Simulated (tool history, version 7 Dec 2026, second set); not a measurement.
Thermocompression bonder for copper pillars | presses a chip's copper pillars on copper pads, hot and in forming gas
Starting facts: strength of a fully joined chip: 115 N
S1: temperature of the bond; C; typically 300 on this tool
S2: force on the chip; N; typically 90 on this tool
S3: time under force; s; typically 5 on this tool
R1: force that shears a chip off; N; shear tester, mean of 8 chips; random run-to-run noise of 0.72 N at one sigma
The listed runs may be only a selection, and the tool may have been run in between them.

| run | hour | S1 | S2 | S3 | R1 |
|---|---|---|---|---|---|
| 1 | 0.0 | 300 | 90 | 5 | 47.3 |
| 2 | 16.3 | 300 | 94 | 5 | 48.3 |
| 3 | 24.4 | 300 | 94 | 5 | 46.9 |
| 4 | 38.8 | 300 | 102 | 5 | 50.3 |
| 5 | 57.7 | 300 | 66 | 5 | 35.9 |
| 6 | 69.1 | 300 | 66 | 5 | 36.9 |
| 7 | 86.7 | 300 | 90 | 7 | 50.6 |
| 8 | 95.5 | 300 | 96 | 7 | 51.5 |
| 9 | 105.9 | 300 | 90 | 5 | 45.1 |
| 10 | 124.6 | 300 | 102 | 5 | 48.2 |
| 11 | 137.9 | 300 | 90 | 3 | 35.4 |
| 12 | 152.0 | 300 | 90 | 3 | 35.8 |
|  | 154.2 | forming gas filter changed |
| 13 | 167.5 | 300 | 101 | 3 | 44.0 |
| 14 | 183.8 | 278 | 90 | 5 | 37.7 |
| 15 | 200.5 | 300 | 90 | 13 | 66.0 |
| 16 | 218.9 | 274 | 104 | 13 | 52.4 |
| 17 | 236.8 | 274 | 104 | 13 | 54.1 |
| 18 | 255.5 | 305 | 74 | 6 | 45.4 |
| 19 | 274.9 | 305 | 74 | 6 | 45.3 |
| 20 | 293.3 | 303 | 117 | 11 | 71.5 |
| 21 | 308.1 | 303 | 117 | 11 | 69.0 |
| 22 | 319.4 | 303 | 117 | 11 | 69.6 |
| 23 | 337.3 | 303 | 72 | 3 | 31.9 |

Consider 5 possible next runs. They are alternatives, not a sequence: every one starts from the tool as it was left by run 23. What does each give?
| A | 352.3 | 300 | 106 | 5 | ? |
| B | 352.3 | 322 | 121 | 3 | ? |
| C | 352.3 | 328 | 91 | 9 | ? |
| D | 352.3 | 303 | 118 | 3 | ? |
| E | 352.3 | 318 | 72 | 4 | ? |

| run | R1 |
|---|---|
| A | 48.1 |
| B | 55.3 |
| C | 68.8 |
| D | 45.0 |
| E | 42.3 |
The same runs, with their run-to-run variation unchanged, on a tool lacking any hidden condition would have given:
| run | R1 |
|---|---|
| A | 56.5 |
| B | 64.4 |
| C | 79.2 |
| D | 52.9 |
| E | 49.7 |
